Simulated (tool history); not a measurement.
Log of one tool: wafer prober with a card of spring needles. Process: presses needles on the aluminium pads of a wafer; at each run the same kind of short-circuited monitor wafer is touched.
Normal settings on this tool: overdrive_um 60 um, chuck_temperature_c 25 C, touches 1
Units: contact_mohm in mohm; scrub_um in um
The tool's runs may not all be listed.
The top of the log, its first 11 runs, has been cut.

run   hour  overdrive_um  chuck_temperature_c  touches  touches since the tips were cleaned  cleanings since the card got new needles  touches since the first contact's height was set  contact_mohm  scrub_um
      85.5  -- tips cleaned on abrasive film
      91.8  -- tips cleaned on abrasive film
 12   94.6            60                   25        1                                  730                                        35                                             60862           179     11.85
      97.8  -- tips cleaned on abrasive film
 13  101.1            60                   76        1                                  905                                        36                                             62592           186     11.66
     103.9  -- tips cleaned on abrasive film
 14  107.0            60                   76        1                                  819                                        37                                             64131           187     11.86
     110.2  -- tips cleaned on abrasive film
     116.4  -- tips cleaned on abrasive film
 15  118.3            60                   76        1                                  519                                        39                                             67102           183     11.82
     122.9  -- tips cleaned on abrasive film
 16  123.3            60                   76        1                                  123                                        40                                             68410           176     11.73
     128.7  -- tips cleaned on abrasive film
 17  132.0            60                   69        1                                  875                                        41                                             70705           188     11.96
     134.8  -- tips cleaned on abrasive film
     140.8  -- tips cleaned on abrasive film
 18  142.8            57                   55        2                                  529                                        43                                             73540           178     10.90
     147.1  -- tips cleaned on abrasive film
 19  150.2            60                   72        1                                  834                                        44                                             75481           189     11.70
     153.0  -- tips cleaned on abrasive film
 20  156.7            47                   87        1                                  992                                        45                                             77195           209      8.77
     158.9  -- tips cleaned on abrasive film
     165.4  -- tips cleaned on abrasive film
 21  167.6            60                   91        1                                  588                                        47                                             80042           190     11.45
     171.5  -- tips cleaned on abrasive film
 22  172.7            73                  111        1                                  313                                        48                                             81395           182     14.13
     177.8  -- tips cleaned on abrasive film
 23  178.9            47                   41        3                                  293                                        49                                             83021           176      8.75
     183.7  -- tips cleaned on abrasive film
 24  187.7            60                   83        2                                 1076                                        50                                             85355           185     11.49
     190.0  -- tips cleaned on abrasive film
 25  193.9            61                   36        1                                 1035                                        51                                             86967           185     11.57
     196.6  -- tips cleaned on abrasive film
 26  202.1            46                   36        1                                 1476                                        52                                             89139           216      8.62
     203.0  -- tips cleaned on abrasive film
 27  208.6            69                   29        1                                 1508                                        53                                             90854           182     13.34
     209.3  -- tips cleaned on abrasive film
 28  214.6            78                   35        2                                 1429                                        54                                             92430           173     15.25
     215.3  -- tips cleaned on abrasive film
 29  220.8            78                   35        2                                 1464                                        55                                             94051           172     15.25
     221.8  -- tips cleaned on abrasive film
     228.5  -- tips cleaned on abrasive film
 30  231.8            78                   29        3                                  889                                        57                                             96946           166     15.11
     234.7  -- tips cleaned on abrasive film
     240.7  -- tips cleaned on abrasive film
 31  241.8            45                   25        1                                  286                                        59                                             99556           182      8.38

Each row is a separate what-if for the run after 31, all from the same tool condition, not one after another. Results?
     246.8  -- tips cleaned on abrasive film
     252.8  -- tips cleaned on abrasive film
  A  253.3            69                  118        1                                  155                                        61                                            102589             ?         ?
     246.8  -- tips cleaned on abrasive film
     252.8  -- tips cleaned on abrasive film
  B  253.3            60                   72        2                                  155                                        61                                            102589             ?         ?
     246.8  -- tips cleaned on abrasive film
     252.8  -- tips cleaned on abrasive film
  C  253.3            42                   63        3                                  155                                        61                                            102589             ?         ?
     246.8  -- tips cleaned on abrasive film
     252.8  -- tips cleaned on abrasive film
  D  253.3            60                   84        1                                  155                                        61                                            102589             ?         ?

run  contact_mohm  scrub_um
  A           184     13.15
  B           179     11.15
  C           185      7.56
  D           177     11.09
With no hidden state in the tool, these same runs would have given:
run  contact_mohm  scrub_um
  A           177     14.48
  B           172     12.48
  C           174      8.90
  D           168     12.40

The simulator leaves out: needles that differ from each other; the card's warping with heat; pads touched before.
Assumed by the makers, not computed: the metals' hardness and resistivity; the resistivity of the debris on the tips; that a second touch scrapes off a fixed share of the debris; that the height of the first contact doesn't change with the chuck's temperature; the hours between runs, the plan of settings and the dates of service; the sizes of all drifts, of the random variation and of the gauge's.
